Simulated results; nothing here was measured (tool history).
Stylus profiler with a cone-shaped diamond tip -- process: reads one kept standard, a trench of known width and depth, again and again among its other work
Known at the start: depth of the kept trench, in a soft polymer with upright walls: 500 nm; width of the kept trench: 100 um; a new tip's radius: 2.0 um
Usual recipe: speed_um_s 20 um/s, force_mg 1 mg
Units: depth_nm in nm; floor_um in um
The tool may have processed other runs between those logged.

| run | hour | speed_um_s | force_mg | depth_nm | floor_um |
|---|---|---|---|---|---|
| 1 | 0 | 20 | 1 | 504.39 | 96.6 |
| 2 | 20.4 | 20 | 1 | 504.49 | 96.59 |
| 3 | 45.6 | 20 | 1 | 504.43 | 96.57 |
| 4 | 58.4 | 20 | 0.47 | 502.76 | 96.46 |
| 5 | 70.4 | 20 | 0.5 | 502.95 | 96.46 |
| 6 | 94.4 | 20 | 0.5 | 502.85 | 96.44 |
| 7 | 116.6 | 11 | 0.5 | 502.9 | 96.52 |
| 8 | 139.4 | 45 | 0.56 | 503.02 | 96.13 |
| 9 | 149.8 | 45 | 0.38 | 502.54 | 95.96 |
| 10 | 162.1 | 20 | 2.46 | 507.41 | 96.6 |
| 11 | 183.4 | 20 | 2.46 | 507.61 | 96.59 |

Alternative continuations, all from the tool just after run 11; predict every row:
| A | 197 | 9 | 0.4 | ? | ? |
| B | 197 | 32 | 0.65 | ? | ? |
| C | 197 | 57 | 1 | ? | ? |

| run | depth_nm | floor_um |
|---|---|---|
| A | 502.72 | 96.5 |
| B | 503.38 | 96.24 |
| C | 504.34 | 96.09 |
What these runs would have given with no unlogged condition in the tool:
| run | depth_nm | floor_um |
|---|---|---|
| A | 502.13 | 97.21 |
| B | 502.8 | 96.95 |
| C | 503.76 | 96.8 |
